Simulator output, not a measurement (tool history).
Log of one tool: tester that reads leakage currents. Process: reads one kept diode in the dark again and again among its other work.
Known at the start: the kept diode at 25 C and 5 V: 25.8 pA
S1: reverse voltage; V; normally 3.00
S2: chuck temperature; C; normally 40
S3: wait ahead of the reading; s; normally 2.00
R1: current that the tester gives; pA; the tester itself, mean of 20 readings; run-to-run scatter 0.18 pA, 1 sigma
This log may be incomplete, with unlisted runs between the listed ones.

| run | day | S1 | S2 | S3 | R1 |
|---|---|---|---|---|---|
| 1 | 0.000 | 3.00 | 40 | 2.00 | 59.48 |
| 2 | 4.500 | 3.00 | 40 | 2.00 | 60.20 |
| 3 | 7.242 | 3.00 | 40 | 2.00 | 60.33 |
| 4 | 11.242 | 3.00 | 40 | 2.00 | 60.72 |
| 5 | 15.404 | 3.00 | 40 | 2.00 | 61.13 |
| 6 | 17.700 | 3.00 | 40 | 2.00 | 61.60 |
| 7 | 20.729 | 3.00 | 40 | 1.62 | 62.09 |
| 8 | 23.792 | 3.00 | 43 | 1.62 | 74.85 |
| 9 | 27.025 | 3.00 | 43 | 1.62 | 75.01 |
| 10 | 29.521 | 3.00 | 43 | 1.62 | 75.55 |
| 11 | 31.817 | 3.00 | 43 | 1.62 | 75.40 |
| 12 | 35.862 | 3.00 | 43 | 1.62 | 75.74 |
| 13 | 40.396 | 17.41 | 40 | 2.00 | 156.34 |
|  | 43.300 | chuck's temperature calibrated |
| 14 | 45.288 | 17.41 | 40 | 2.00 | 146.57 |
| 15 | 48.192 | 17.41 | 40 | 2.00 | 147.62 |
| 16 | 52.792 | 17.41 | 40 | 2.00 | 149.03 |
| 17 | 57.633 | 17.41 | 40 | 2.00 | 150.93 |
| 18 | 61.833 | 17.41 | 40 | 2.00 | 151.75 |
| 19 | 65.533 | 17.41 | 40 | 2.00 | 152.48 |
| 20 | 67.842 | 3.00 | 40 | 2.00 | 61.55 |
| 21 | 70.858 | 3.00 | 49 | 2.00 | 107.49 |
| 22 | 74.862 | 3.00 | 49 | 2.00 | 108.21 |
| 23 | 78.521 | 3.00 | 49 | 2.00 | 108.31 |
| 24 | 82.033 | 4.73 | 26 | 5.78 | 32.80 |
| 25 | 84.758 | 4.73 | 26 | 5.78 | 33.01 |
| 26 | 87.771 | 4.73 | 26 | 5.78 | 32.96 |
| 27 | 90.654 | 1.55 | 55 | 1.96 | 113.82 |
| 28 | 94.854 | 1.55 | 55 | 1.96 | 113.91 |
| 29 | 96.888 | 8.45 | 24 | 0.42 | 46.70 |
| 30 | 99.583 | 9.86 | 41 | 2.00 | 126.40 |
| 31 | 102.475 | 9.86 | 41 | 2.00 | 127.32 |
|  | 104.983 | probe card cleaned and baked |
| 32 | 106.633 | 1.62 | 24 | 3.71 | 15.58 |
|  | 108.604 | chuck's temperature calibrated |
| 33 | 109.871 | 4.03 | 40 | 2.00 | 65.88 |
| 34 | 113.075 | 4.03 | 40 | 2.00 | 66.56 |
| 35 | 117.454 | 4.03 | 40 | 3.58 | 66.76 |
| 36 | 121.400 | 6.26 | 40 | 2.00 | 83.94 |
| 37 | 125.862 | 3.00 | 27 | 0.51 | 25.82 |
| 38 | 129.312 | 3.00 | 22 | 1.13 | 17.68 |
| 39 | 133.571 | 19.62 | 34 | 0.57 | 110.27 |
| 40 | 136.783 | 19.62 | 34 | 0.57 | 110.43 |
| 41 | 140.879 | 15.47 | 40 | 6.86 | 134.51 |

What if the next run were any one of these 3? Each begins from the tool's condition after run 41:
| A | 143.092 | 4.61 | 40 | 6.86 | ? |
| B | 143.092 | 4.24 | 40 | 2.00 | ? |
| C | 143.092 | 2.18 | 36 | 6.86 | ? |

| run | R1 |
|---|---|
| A | 74.18 |
| B | 71.34 |
| C | 39.49 |
Take away the tool's hidden state, keep each run's random variation, and the runs would have read:
| run | R1 |
|---|---|
| A | 70.09 |
| B | 67.47 |
| C | 37.33 |
